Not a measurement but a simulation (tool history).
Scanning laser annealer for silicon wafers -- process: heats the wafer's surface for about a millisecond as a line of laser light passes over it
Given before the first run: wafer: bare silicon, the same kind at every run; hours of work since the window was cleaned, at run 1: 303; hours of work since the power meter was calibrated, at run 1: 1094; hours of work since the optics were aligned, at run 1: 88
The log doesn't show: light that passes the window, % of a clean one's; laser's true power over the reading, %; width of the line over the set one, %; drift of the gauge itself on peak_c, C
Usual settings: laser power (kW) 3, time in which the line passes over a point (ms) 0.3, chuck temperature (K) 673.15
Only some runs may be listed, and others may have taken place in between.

run,hour,laser power (kW),time in which the line passes over a point (ms),chuck temperature (K),hours of work since the window was cleaned,hours of work since the power meter was calibrated,hours of work since the optics were aligned,highest temperature of the surface (K)
1,0,3,0.3,673.15,303,1094,88,1488.15
2,21.1,2.909,0.3,673.15,318,1110,104,1461.15
3,44.3,2.909,0.3,673.15,335,1127,121,1464.15
4,66.7,2.909,0.3,673.15,352,1144,137,1463.15
5,100.7,2.909,0.3,673.15,377,1169,162,1459.15
6,129.4,2.598,0.3,673.15,398,1190,184,1372.15
7,158.7,3,0.3,673.15,420,1212,205,1488.15
8,178.8,3,0.3,673.15,435,1226,220,1490.15
# hour 192.4: window over the wafer cleaned
9,216.5,3,0.3,673.15,18,1253,247,1488.15
10,236,3,0.3,673.15,32,1267,261,1486.15
11,260.4,3,0.3,673.15,50,1285,279,1492.15
12,288.3,3,0.3,673.15,71,1306,300,1488.15
13,319.6,3,0.3,673.15,94,1329,323,1490.15
14,336,3,0.3,673.15,106,1341,335,1488.15
15,361.2,3,0.3,673.15,125,1360,353,1490.15
16,385.6,3,0.3,707.15,143,1378,371,1524.15
17,408.9,3.177,0.3,673.15,160,1395,389,1541.15
18,428.3,3.177,0.3,673.15,174,1409,403,1540.15
19,464.2,2.642,0.3,673.15,201,1436,430,1382.15
20,490.1,2.642,0.3,673.15,220,1455,449,1385.15
21,523.7,2.642,0.3,673.15,245,1480,473,1382.15
22,548.9,2.642,0.245,673.15,263,1498,492,1317.15
23,578.5,2.642,0.245,673.15,285,1520,514,1317.15
24,610.5,2.946,0.263,673.15,309,1544,538,1424.15
25,649.2,3,0.3,706.15,337,1572,566,1520.15
26,683.5,3,0.287,666.15,363,1598,592,1464.15
27,722.9,2.886,0.256,681.15,392,1627,621,1408.15
28,754.9,3,0.301,660.15,416,1651,644,1477.15
29,788.5,3,0.283,662.15,440,1675,669,1455.15
# hour 793.2: window over the wafer cleaned
30,816.3,3,0.283,662.15,17,1694,688,1452.15
# hour 855.1: optics aligned, line set to its width
31,857,2.65,0.283,662.15,43,1721,1,1357.15
32,872.9,2.65,0.283,662.15,55,1732,13,1355.15
33,894.1,2.908,0.308,689.15,71,1748,29,1485.15
34,917.3,2.908,0.308,689.15,88,1765,46,1488.15
35,946.3,2.713,0.332,689.15,109,1787,67,1457.15
36,977.7,2.713,0.332,689.15,133,1810,91,1452.15
37,1010.4,3,0.295,648.15,157,1834,115,1458.15
38,1046.5,3,0.3,638.15,183,1861,141,1453.15
39,1075.5,3.07,0.232,700.15,205,1882,163,1441.15
40,1096.2,3.07,0.232,700.15,220,1897,178,1439.15

What if the next run were any one of these 3? Each begins from the tool's condition after run 40:
A,1124.4,3.07,0.228,705.15,241,1918,199,?
B,1124.4,2.664,0.276,673.15,241,1918,199,?
C,1124.4,3.102,0.38,656.15,241,1918,199,?

run,highest temperature of the surface (K)
A,1436.15
B,1361.15
C,1604.15
Without the tool's unlogged condition, the same runs would have read:
run,highest temperature of the surface (K)
A,1436.15
B,1362.15
C,1604.15
